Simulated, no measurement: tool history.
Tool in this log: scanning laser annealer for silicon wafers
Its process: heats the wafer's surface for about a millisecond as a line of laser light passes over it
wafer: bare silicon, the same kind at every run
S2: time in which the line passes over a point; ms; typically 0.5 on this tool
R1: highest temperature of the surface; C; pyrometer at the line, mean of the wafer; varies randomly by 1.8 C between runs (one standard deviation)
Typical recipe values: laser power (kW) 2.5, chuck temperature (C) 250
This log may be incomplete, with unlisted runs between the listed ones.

Run 1, hour 0: usual settings. Result: R1 972 C.
Run 2, hour 23.8: usual settings but laser power (kW) 2.384. Result: R1 934 C.
Run 3, hour 37.3: usual settings but laser power (kW) 2.384. Result: R1 939 C.
Run 4, hour 55.5: usual settings but chuck temperature (C) 288. Result: R1 1009 C.
Run 5, hour 73.3: usual settings but chuck temperature (C) 288. Result: R1 1009 C.
Run 6, hour 84.7: usual settings but chuck temperature (C) 288. Result: R1 1008 C.
Run 7, hour 97.2: usual settings but chuck temperature (C) 288. Result: R1 1008 C.
Run 8, hour 116.6: usual settings but chuck temperature (C) 288. Result: R1 1009 C.
Run 9, hour 131.6: usual settings but chuck temperature (C) 288. Result: R1 1012 C.
Run 10, hour 149.3: usual settings but chuck temperature (C) 288. Result: R1 1010 C.
Run 11, hour 171.5: usual settings but chuck temperature (C) 288. Result: R1 1010 C.
Run 12, hour 189.4: usual settings but chuck temperature (C) 288. Result: R1 1011 C.
Run 13, hour 209.3: usual settings but chuck temperature (C) 288. Result: R1 1011 C.
Run 14, hour 230.1: usual settings but chuck temperature (C) 226. Result: R1 951 C.
Run 15, hour 242.2: usual settings but chuck temperature (C) 237. Result: R1 960 C.
Run 16, hour 254.3: usual settings but laser power (kW) 2.136. Result: R1 859 C.
Run 17, hour 271.6: usual settings but S2 0.597 ms. Result: R1 1041 C.
Run 18, hour 294.2: usual settings but S2 0.597 ms. Result: R1 1042 C.
Run 19, hour 306.3: usual settings but laser power (kW) 2.696, S2 0.396 ms, chuck temperature (C) 284. Result: R1 981 C.
Run 20, hour 316.6: usual settings but laser power (kW) 2.716, S2 0.475 ms, chuck temperature (C) 255. Result: R1 1023 C.
Run 21, hour 334: usual settings but laser power (kW) 2.716, S2 0.576 ms, chuck temperature (C) 225. Result: R1 1076 C.
Run 22, hour 354.6: usual settings but laser power (kW) 2.514, S2 0.502 ms, chuck temperature (C) 213. Result: R1 943 C.
Run 23, hour 365.6: usual settings but S2 0.48 ms. Result: R1 962 C.
Run 24, hour 377.7: usual settings but laser power (kW) 2.173, S2 0.474 ms, chuck temperature (C) 234. Result: R1 836 C.
Run 25, hour 400.8: usual settings but laser power (kW) 2.742, S2 0.474 ms, chuck temperature (C) 235. Result: R1 1013 C.
Run 26, hour 422.8: usual settings but S2 0.612 ms, chuck temperature (C) 287. Result: R1 1090 C.
Run 27, hour 435.8: usual settings but laser power (kW) 2.731, S2 0.389 ms, chuck temperature (C) 241. Result: R1 937 C.
Run 28, hour 454.5: usual settings but laser power (kW) 2.176, S2 0.389 ms, chuck temperature (C) 241. Result: R1 785 C.
Run 29, hour 470: usual settings but S2 0.476 ms, chuck temperature (C) 265. Result: R1 968 C.
Run 30, hour 483.4: usual settings but laser power (kW) 2.423, S2 0.476 ms, chuck temperature (C) 240. Result: R1 920 C.
Run 31, hour 497.7: usual settings but laser power (kW) 2.423, S2 0.476 ms, chuck temperature (C) 240. Result: R1 922 C.
Run 32, hour 512.4: usual settings but laser power (kW) 2.723, S2 0.594 ms, chuck temperature (C) 281. Result: R1 1152 C.
Run 33, hour 532: usual settings but laser power (kW) 2.188. Result: R1 875 C.

Branching from run 33: 5 alternative next runs. What would each branch give?
Run A, hour 549.2: usual settings but laser power (kW) 2.683, S2 0.454 ms, chuck temperature (C) 264. Result: R1 ?.
Run B, hour 549.2: usual settings but laser power (kW) 2.712, S2 0.466 ms, chuck temperature (C) 276. Result: R1 ?.
Run C, hour 549.2: usual settings but S2 0.361 ms, chuck temperature (C) 225. Result: R1 ?.
Run D, hour 549.2: usual settings but laser power (kW) 2.21, S2 0.467 ms, chuck temperature (C) 278. Result: R1 ?.
Run E, hour 549.2: usual settings but laser power (kW) 2.547, S2 0.459 ms. Result: R1 ?.

run    R1
  A  1006
  B  1038
  C   835
  D   886
  E   957
The same runs, with their run-to-run variation unchanged, on a tool lacking any hidden condition would have given:
run    R1
  A  1006
  B  1039
  C   836
  D   886
  E   958
